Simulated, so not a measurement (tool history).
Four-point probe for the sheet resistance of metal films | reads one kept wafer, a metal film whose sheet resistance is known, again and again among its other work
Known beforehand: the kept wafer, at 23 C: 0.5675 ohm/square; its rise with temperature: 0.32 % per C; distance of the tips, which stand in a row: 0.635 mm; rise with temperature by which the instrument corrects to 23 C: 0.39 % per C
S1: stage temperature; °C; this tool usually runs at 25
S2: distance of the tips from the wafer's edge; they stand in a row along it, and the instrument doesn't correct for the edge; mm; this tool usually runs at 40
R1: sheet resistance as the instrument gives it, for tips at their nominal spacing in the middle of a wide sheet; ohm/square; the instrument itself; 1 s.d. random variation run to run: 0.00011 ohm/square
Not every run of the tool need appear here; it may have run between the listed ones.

run 1 hour=0 | S1=25 S2=40 | R1=0.569438
run 2 hour=35.6 | S1=25 S2=34 | R1=0.569249
run 3 hour=82.8 | S1=34 S2=40 | R1=0.565876
run 4 hour=108.5 | S1=34 S2=40 | R1=0.565482
run 5 hour=142.7 | S1=34 S2=40 | R1=0.565725
run 6 hour=203.2 | S1=34 S2=40 | R1=0.566083
-- hour=234 stage's thermometer calibrated
run 7 hour=264.5 | S1=34 S2=40 | R1=0.565617
run 8 hour=323.9 | S1=34 S2=40 | R1=0.565559
run 9 hour=380.2 | S1=34 S2=40 | R1=0.56554
run 10 hour=407.3 | S1=25 S2=40 | R1=0.569317
run 11 hour=460.1 | S1=25 S2=40 | R1=0.569198
run 12 hour=494.2 | S1=25 S2=40 | R1=0.569252
run 13 hour=530.9 | S1=25 S2=40 | R1=0.568992
run 14 hour=576.1 | S1=25 S2=40 | R1=0.569241
-- hour=592.5 stage's thermometer calibrated, once more
run 15 hour=602 | S1=25 S2=40 | R1=0.570759
run 16 hour=639 | S1=19 S2=40 | R1=0.573271
run 17 hour=698 | S1=19 S2=40 | R1=0.573313
run 18 hour=743.8 | S1=25 S2=40 | R1=0.570664
run 19 hour=792.9 | S1=25 S2=40 | R1=0.570862
run 20 hour=824.4 | S1=25 S2=40 | R1=0.570826
run 21 hour=874.6 | S1=25 S2=40 | R1=0.5706
run 22 hour=932.6 | S1=25 S2=40 | R1=0.571136
run 23 hour=980.7 | S1=25 S2=20 | R1=0.571081
run 24 hour=1012.6 | S1=22 S2=12 | R1=0.572949
run 25 hour=1037.3 | S1=34 S2=40 | R1=0.567528
run 26 hour=1069.3 | S1=30 S2=5 | R1=0.573804
run 27 hour=1094.4 | S1=30 S2=5 | R1=0.573907
run 28 hour=1119.8 | S1=33 S2=5 | R1=0.572753
run 29 hour=1178 | S1=33 S2=5 | R1=0.572698
run 30 hour=1230.2 | S1=26 S2=37 | R1=0.570637
run 31 hour=1287.1 | S1=33 S2=4 | R1=0.575672
run 32 hour=1319.7 | S1=33 S2=4 | R1=0.575532
run 33 hour=1366.6 | S1=18 S2=3 | R1=0.587479
run 34 hour=1402.6 | S1=18 S2=3 | R1=0.587646
run 35 hour=1457.9 | S1=35 S2=10 | R1=0.568382
run 36 hour=1482.8 | S1=35 S2=10 | R1=0.568271
run 37 hour=1525.9 | S1=30 S2=63 | R1=0.569113
run 38 hour=1557.3 | S1=30 S2=6 | R1=0.572533
run 39 hour=1590.9 | S1=30 S2=6 | R1=0.572589
run 40 hour=1626.1 | S1=19 S2=6 | R1=0.576879
run 41 hour=1664.8 | S1=19 S2=33 | R1=0.573836
run 42 hour=1699.2 | S1=27 S2=16 | R1=0.570977
run 43 hour=1754.1 | S1=27 S2=16 | R1=0.5709
run 44 hour=1785.6 | S1=26 S2=16 | R1=0.571367
run 45 hour=1811.4 | S1=18 S2=40 | R1=0.574354
run 46 hour=1837.1 | S1=25 S2=6 | R1=0.574683

Forecast each of these 3 alternatives for the next run:
run A hour=1895.1 | S1=19 S2=13 | R1=?
run B hour=1895.1 | S1=30 S2=27 | R1=?
run C hour=1895.1 | S1=32 S2=22 | R1=?

run=A R1=0.574629
run=B R1=0.569539
run=C R1=0.568639
Without the tool's unlogged condition, the same runs would have read:
run=A R1=0.569978
run=B R1=0.564921
run=C R1=0.564027

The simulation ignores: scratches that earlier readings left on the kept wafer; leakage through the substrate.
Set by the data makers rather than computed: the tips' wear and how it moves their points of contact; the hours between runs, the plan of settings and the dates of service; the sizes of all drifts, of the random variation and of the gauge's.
